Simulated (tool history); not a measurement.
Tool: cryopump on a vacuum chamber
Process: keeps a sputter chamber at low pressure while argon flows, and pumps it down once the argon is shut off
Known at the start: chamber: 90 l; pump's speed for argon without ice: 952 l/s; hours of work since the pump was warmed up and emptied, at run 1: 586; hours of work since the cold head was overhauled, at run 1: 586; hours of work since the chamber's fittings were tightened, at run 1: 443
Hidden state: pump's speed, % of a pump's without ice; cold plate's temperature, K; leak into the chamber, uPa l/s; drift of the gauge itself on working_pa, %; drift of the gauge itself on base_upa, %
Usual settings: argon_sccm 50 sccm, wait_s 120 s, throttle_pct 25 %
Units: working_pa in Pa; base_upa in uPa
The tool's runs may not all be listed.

run   hour  argon_sccm  wait_s  throttle_pct  hours of work since the pump was warmed up and emptied  hours of work since the cold head was overhauled  hours of work since the chamber's fittings were tightened  working_pa  base_upa
  1      0          50     120            25                                                     586                                               586                                                        443      0.3803       1.7
  2   46.2          26     120            25                                                     609                                               609                                                        465      0.1962      1.73
  3   83.5          26     120            25                                                     627                                               627                                                        483      0.1996      1.71
  4  117.7          64     120            25                                                     643                                               643                                                        500      0.4888      1.74
  5  146.6          76     120            25                                                     657                                               657                                                        514      0.5805      1.76
  6  191.9          50     206            25                                                     679                                               679                                                        536      0.3812      1.37
  7  221.5          50     206            25                                                     694                                               694                                                        550      0.3812      1.29
  8  249.4          50     120            25                                                     707                                               707                                                        564      0.3813      1.78
  9  281.2          50     278            25                                                     723                                               723                                                        579      0.3846       1.2
 10  327.5          50     278            25                                                     745                                               745                                                        602       0.386      1.22
 11  351.6          50     278            25                                                     757                                               757                                                        613      0.3839      1.23
 12  383.2          50     278            25                                                     772                                               772                                                        629      0.3883      1.22
 13  425.3          50     278            25                                                     793                                               793                                                        649      0.3881      1.18
 14    449          50     278            25                                                     804                                               804                                                        661      0.3887      1.26
 15  470.6          50     278            25                                                     815                                               815                                                        671      0.3898      1.29
 16  500.4          44     280            16                                                     829                                               829                                                        686      0.5199      1.25
 17  545.9          44     280            16                                                     851                                               851                                                        708      0.5242      1.31
 18  592.8          24     280            16                                                     874                                               874                                                        731      0.2861      1.27
 19  612.2          24     280            16                                                     884                                               884                                                        740      0.2838      1.27
     632.2  -- pump warmed up, emptied and cooled again
 20    637          56     280            19                                                       2                                               893                                                        750      0.5256      1.05
 21  667.3          27     280            27                                                      17                                               908                                                        764      0.1773      1.07

Forecast run 22:
 22  690.9          29      88            38                                                      29                                               919                                                        776           ?         ?

{"run 22": {"working_pa": 0.1363, "base_upa": 2.18}}
Without the tool's hidden state the same run would have given working_pa 0.1352 Pa, base_upa 1.87 uPa.
